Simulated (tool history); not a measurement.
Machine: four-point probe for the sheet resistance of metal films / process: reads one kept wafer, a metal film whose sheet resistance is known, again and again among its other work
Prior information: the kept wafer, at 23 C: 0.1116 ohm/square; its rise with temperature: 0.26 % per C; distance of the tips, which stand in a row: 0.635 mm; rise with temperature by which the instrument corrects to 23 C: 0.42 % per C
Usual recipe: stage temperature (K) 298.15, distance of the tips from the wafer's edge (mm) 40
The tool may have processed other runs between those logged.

run,day,stage temperature (K),distance of the tips from the wafer's edge (mm),sheet resistance as the instrument gives it (ohm/square)
1,0,298.15,40,0.111407
2,1.454,298.15,6,0.112098
3,2.546,298.15,6,0.112136
4,4.525,298.15,16,0.111571
5,5.833,298.15,43,0.111542
6,7.8,298.15,43,0.111515
7,9.162,298.15,43,0.111573
8,10.508,298.15,43,0.111582
9,12.575,298.15,43,0.111536
10,14.054,298.15,43,0.111613
11,15.675,298.15,43,0.11163
12,16.638,298.15,43,0.111588
13,18,298.15,40,0.111605
14,19.533,298.15,40,0.111643
15,20.412,298.15,40,0.111632
16,21.521,298.15,40,0.111708
17,23.604,298.15,40,0.111716
18,24.708,298.15,56,0.111683
19,26.154,298.15,56,0.111714
20,27.6,298.15,56,0.111689
21,28.546,291.15,56,0.112977
22,29.938,291.15,56,0.112982
23,32.042,291.15,56,0.11296
24,33.792,299.15,15,0.111692
25,34.762,299.15,8,0.112025
26,35.829,299.15,8,0.11206
27,37.504,302.15,10,0.111389
28,39.171,305.15,6,0.111339
29,40.983,300.15,14,0.111616
30,42.421,303.15,7,0.111518
31,44.204,293.15,10,0.113003
32,45.779,293.15,10,0.113039
33,47.267,300.15,24,0.111601
34,48.708,300.15,24,0.111655
35,50.188,304.15,16,0.111061
36,51.188,293.15,6,0.113523
37,52.662,291.15,20,0.11329
38,54.571,298.15,3,0.114623
39,55.904,298.15,3,0.114657
40,57.096,298.15,3,0.114696
41,58.571,296.15,34,0.112436
42,60.354,295.15,43,0.112579
43,61.738,295.15,43,0.112618
44,63.421,294.15,15,0.112918

Here are 4 independent what-if runs from the current tool condition. What would each one return?
A,64.579,298.15,20,?
B,64.579,299.15,51,?
C,64.579,298.15,24,?
D,64.579,296.15,35,?

run,sheet resistance as the instrument gives it (ohm/square)
A,0.112199
B,0.111957
C,0.11218
D,0.112455
Had the tool no hidden state, the same runs would have come out as:
run,sheet resistance as the instrument gives it (ohm/square)
A,0.111349
B,0.111108
C,0.11133
D,0.111602

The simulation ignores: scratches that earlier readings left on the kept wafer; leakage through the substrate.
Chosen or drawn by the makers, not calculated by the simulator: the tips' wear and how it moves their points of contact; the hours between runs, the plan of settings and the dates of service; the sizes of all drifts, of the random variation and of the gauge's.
